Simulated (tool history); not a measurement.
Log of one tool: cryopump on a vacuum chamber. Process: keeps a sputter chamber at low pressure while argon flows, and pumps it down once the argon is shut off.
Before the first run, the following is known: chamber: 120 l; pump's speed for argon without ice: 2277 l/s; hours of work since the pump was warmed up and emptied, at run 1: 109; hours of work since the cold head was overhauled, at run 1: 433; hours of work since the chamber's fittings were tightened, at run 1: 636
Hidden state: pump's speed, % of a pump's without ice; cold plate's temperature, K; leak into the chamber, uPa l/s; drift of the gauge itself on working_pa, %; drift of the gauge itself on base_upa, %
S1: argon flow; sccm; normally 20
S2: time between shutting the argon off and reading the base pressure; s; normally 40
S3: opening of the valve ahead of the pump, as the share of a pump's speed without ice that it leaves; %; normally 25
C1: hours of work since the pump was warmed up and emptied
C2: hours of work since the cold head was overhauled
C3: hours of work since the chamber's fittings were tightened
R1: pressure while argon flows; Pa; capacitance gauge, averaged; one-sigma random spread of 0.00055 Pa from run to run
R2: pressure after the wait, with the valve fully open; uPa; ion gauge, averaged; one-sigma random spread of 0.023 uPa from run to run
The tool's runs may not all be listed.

run	hour	S1	S2	S3	C1	C2	C3	R1	R2
1	0.0	20	40	25	109	433	636	0.0614	1.66
2	13.1	20	40	27	117	441	643	0.0566	1.69
3	35.6	20	40	27	131	454	657	0.0561	1.72
4	53.1	20	40	27	141	465	668	0.0586	1.67
5	65.3	20	40	25	149	472	675	0.0621	1.73
6	80.0	20	32	25	158	481	684	0.0629	1.88
7	90.7	20	40	25	164	488	690	0.0632	1.80
8	108.2	20	40	25	175	498	701	0.0622	1.86
9	123.9	20	40	25	184	508	711	0.0624	1.83
10	135.3	20	40	25	191	515	717	0.0635	1.88
11	153.0	20	40	25	202	526	728	0.0631	1.88
12	164.7	20	166	25	209	533	735	0.0636	1.45
13	179.1	20	166	25	218	541	744	0.0640	1.46
14	191.4	20	40	26	225	549	751	0.0617	2.03
15	214.1	20	40	25	239	563	765	0.0635	2.02
16	232.5	20	40	25	250	574	776	0.0647	2.11
17	255.2	20	40	25	264	587	790	0.0643	2.10
18	267.4	19	47	60	271	595	797	0.0284	2.06
19	290.0	20	241	35	285	609	811	0.0484	1.69
20	300.4	20	241	35	291	615	817	0.0483	1.65
21	323.2	20	40	27	305	629	831	0.0613	2.31
22	342.0	20	40	27	316	640	843	0.0612	2.36
# hour 352.1: pump warmed up, emptied and cooled again
23	357.4	20	40	27	3	646	849	0.0562	1.78
24	370.1	20	40	27	11	654	857	0.0547	1.78
25	392.7	20	40	22	25	668	870	0.0681	1.87
26	411.5	20	40	22	36	679	882	0.0686	1.85

What does the tool deliver on the next run?
27	427.8	12	40	29	46	689	891	?	?

Run 27 measured R1 0.0319 Pa, R2 1.94 uPa.
Take away the tool's hidden state, keep the run-to-run variation as it was, and the same run would have given R1 0.0313 Pa, R2 0.76 uPa.

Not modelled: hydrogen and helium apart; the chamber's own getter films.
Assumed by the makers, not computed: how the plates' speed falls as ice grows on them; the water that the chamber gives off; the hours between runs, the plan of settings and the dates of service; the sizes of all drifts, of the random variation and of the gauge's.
